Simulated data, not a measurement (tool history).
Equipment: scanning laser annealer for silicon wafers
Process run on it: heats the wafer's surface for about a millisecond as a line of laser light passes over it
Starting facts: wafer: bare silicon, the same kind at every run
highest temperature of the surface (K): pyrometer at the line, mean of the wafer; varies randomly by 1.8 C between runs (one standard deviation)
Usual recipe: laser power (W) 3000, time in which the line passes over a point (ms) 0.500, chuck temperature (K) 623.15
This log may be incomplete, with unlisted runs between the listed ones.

| run | day | laser power (W) | time in which the line passes over a point (ms) | chuck temperature (K) | highest temperature of the surface (K) |
|---|---|---|---|---|---|
| 1 | 0.000 | 3000 | 0.500 | 623.15 | 1322.15 |
| 2 | 2.025 | 3000 | 0.500 | 623.15 | 1316.15 |
| 3 | 5.821 | 3000 | 0.500 | 623.15 | 1309.15 |
| 4 | 8.579 | 3000 | 0.500 | 623.15 | 1303.15 |
| 5 | 10.658 | 3000 | 0.513 | 623.15 | 1311.15 |
| 6 | 13.375 | 3000 | 0.500 | 657.15 | 1333.15 |
| 7 | 17.046 | 3000 | 0.500 | 657.15 | 1326.15 |
| 8 | 21.042 | 3000 | 0.500 | 657.15 | 1326.15 |
| 9 | 22.929 | 3000 | 0.500 | 657.15 | 1316.15 |
| 10 | 25.617 | 3000 | 0.500 | 657.15 | 1314.15 |
| 11 | 27.521 | 2925 | 0.500 | 657.15 | 1295.15 |
| 12 | 30.871 | 2925 | 0.500 | 657.15 | 1290.15 |
| 13 | 32.929 | 3000 | 0.500 | 623.15 | 1269.15 |
| 14 | 36.233 | 2772 | 0.500 | 623.15 | 1210.15 |
| 15 | 39.521 | 2772 | 0.500 | 623.15 | 1208.15 |
| 16 | 43.683 | 2881 | 0.500 | 623.15 | 1271.15 |
| 17 | 46.388 | 2881 | 0.500 | 623.15 | 1263.15 |
| 18 | 49.296 | 2881 | 0.500 | 653.15 | 1292.15 |
| 19 | 52.158 | 2881 | 0.500 | 653.15 | 1286.15 |
| 20 | 55.979 | 3000 | 0.442 | 623.15 | 1261.15 |
| 21 | 60.117 | 3000 | 0.442 | 623.15 | 1265.15 |
| 22 | 61.833 | 2689 | 0.375 | 646.15 | 1166.15 |
| 23 | 63.879 | 2932 | 0.375 | 611.15 | 1182.15 |
| 24 | 65.675 | 2932 | 0.375 | 611.15 | 1179.15 |
| 25 | 69.142 | 3138 | 0.416 | 613.15 | 1256.15 |
| 26 | 72.875 | 3138 | 0.416 | 613.15 | 1250.15 |
| 27 | 75.362 | 2559 | 0.500 | 611.15 | 1164.15 |
| 28 | 77.221 | 2858 | 0.423 | 593.15 | 1163.15 |
| 29 | 78.888 | 2858 | 0.423 | 593.15 | 1162.15 |
| 30 | 81.429 | 2620 | 0.463 | 621.15 | 1164.15 |
| 31 | 84.304 | 2676 | 0.581 | 631.15 | 1245.15 |
| 32 | 86.862 | 2677 | 0.583 | 598.15 | 1215.15 |
| 33 | 89.221 | 2974 | 0.438 | 624.15 | 1258.15 |
| 34 | 92.775 | 2974 | 0.438 | 624.15 | 1255.15 |
| 35 | 95.583 | 2988 | 0.450 | 590.15 | 1230.15 |
| 36 | 98.858 | 3226 | 0.579 | 597.15 | 1383.15 |
| 37 | 101.458 | 3226 | 0.579 | 597.15 | 1380.15 |
| 38 | 103.562 | 2957 | 0.428 | 639.15 | 1245.15 |
| 39 | 107.192 | 3281 | 0.389 | 652.15 | 1315.15 |

Removed from this log: 6 entries logged between the listed runs. Between which two listed runs does each belong, and how does the tool's hidden state at the listed run before it compare with that at the listed run after it?
Run 15 -> run 16: laser's power meter calibrated (day 40.025); window over the wafer cleaned (day 42.217)
  light that passes the window, % of a clean one's: 94.47 -> 99.77; laser's true power over the reading, %: -0.89 -> -1.09; width of the line over the set one, %: 3.94 -> 4.33
  measured result minus the result with no hidden state, highest temperature of the surface (K): -59.00 -> -26.00
Run 19 -> run 20: optics aligned, line set to its width (day 53.225)
  light that passes the window, % of a clean one's: 98.67 -> 98.24; laser's true power over the reading, %: -1.15 -> -1.17; width of the line over the set one, %: 5.11 -> 0.29
  measured result minus the result with no hidden state, highest temperature of the surface (K): -37.00 -> -23.00
Run 20 -> run 21: laser's power meter calibrated, once more (day 57.317)
  light that passes the window, % of a clean one's: 98.24 -> 97.73; laser's true power over the reading, %: -1.17 -> 0.04; width of the line over the set one, %: 0.29 -> 0.66
  measured result minus the result with no hidden state, highest temperature of the surface (K): -23.00 -> -19.00
Run 32 -> run 33: window over the wafer cleaned (day 87.838)
  light that passes the window, % of a clean one's: 94.32 -> 99.72; laser's true power over the reading, %: -0.13 -> -0.15; width of the line over the set one, %: 3.22 -> 3.43
  measured result minus the result with no hidden state, highest temperature of the surface (K): -55.00 -> -16.00
Run 38 -> run 39: optics aligned, line set to its width (day 106.175)
  light that passes the window, % of a clean one's: 97.87 -> 97.4; laser's true power over the reading, %: -0.24 -> -0.26; width of the line over the set one, %: 4.73 -> 0.12
  measured result minus the result with no hidden state, highest temperature of the surface (K): -34.00 -> -22.00

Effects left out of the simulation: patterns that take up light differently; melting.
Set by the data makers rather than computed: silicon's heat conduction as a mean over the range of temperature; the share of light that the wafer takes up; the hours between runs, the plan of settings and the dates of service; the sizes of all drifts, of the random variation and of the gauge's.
